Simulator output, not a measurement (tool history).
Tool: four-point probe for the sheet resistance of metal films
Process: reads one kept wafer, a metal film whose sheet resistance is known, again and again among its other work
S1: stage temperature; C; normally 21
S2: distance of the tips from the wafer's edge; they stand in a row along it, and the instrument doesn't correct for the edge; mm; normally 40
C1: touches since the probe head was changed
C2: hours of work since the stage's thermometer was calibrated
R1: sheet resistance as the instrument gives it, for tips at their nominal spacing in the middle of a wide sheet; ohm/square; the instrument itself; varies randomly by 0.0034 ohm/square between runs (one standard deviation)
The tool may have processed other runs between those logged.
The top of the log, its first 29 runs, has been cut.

run	day	S1	S2	C1	C2	R1
30	14.992	24	20	48548	1167	16.906312
31	15.500	25	12	49154	1175	16.919717
32	16.200	25	40	49991	1187	16.896812
33	16.921	31	4	50853	1199	16.977129
34	17.458	28	6	51494	1208	16.926716
35	17.971	28	6	52102	1216	16.928035
36	18.350	33	4	52555	1222	16.947940
37	18.762	24	11	53048	1229	16.929587
38	19.208	27	4	53580	1237	17.014699
39	19.558	21	19	53997	1243	16.944123
40	19.971	21	19	54490	1249	16.943860
41	20.283	25	64	54861	1255	16.887522
42	20.912	21	46	55611	1265	16.930916
43	21.604	20	43	56438	1277	16.949047
44	21.933	20	34	56830	1282	16.952138

Alternative continuations, all from the tool just after run 44; predict every row:
A	22.288	19	19	57252	1288	?
B	22.288	18	40	57252	1288	?
C	22.288	24	34	57252	1288	?

run	R1
A	16.960073
B	16.967169
C	16.899616
The same runs, with their run-to-run variation unchanged, on a tool lacking any hidden condition would have given:
run	R1
A	16.994604
B	17.001740
C	16.933900
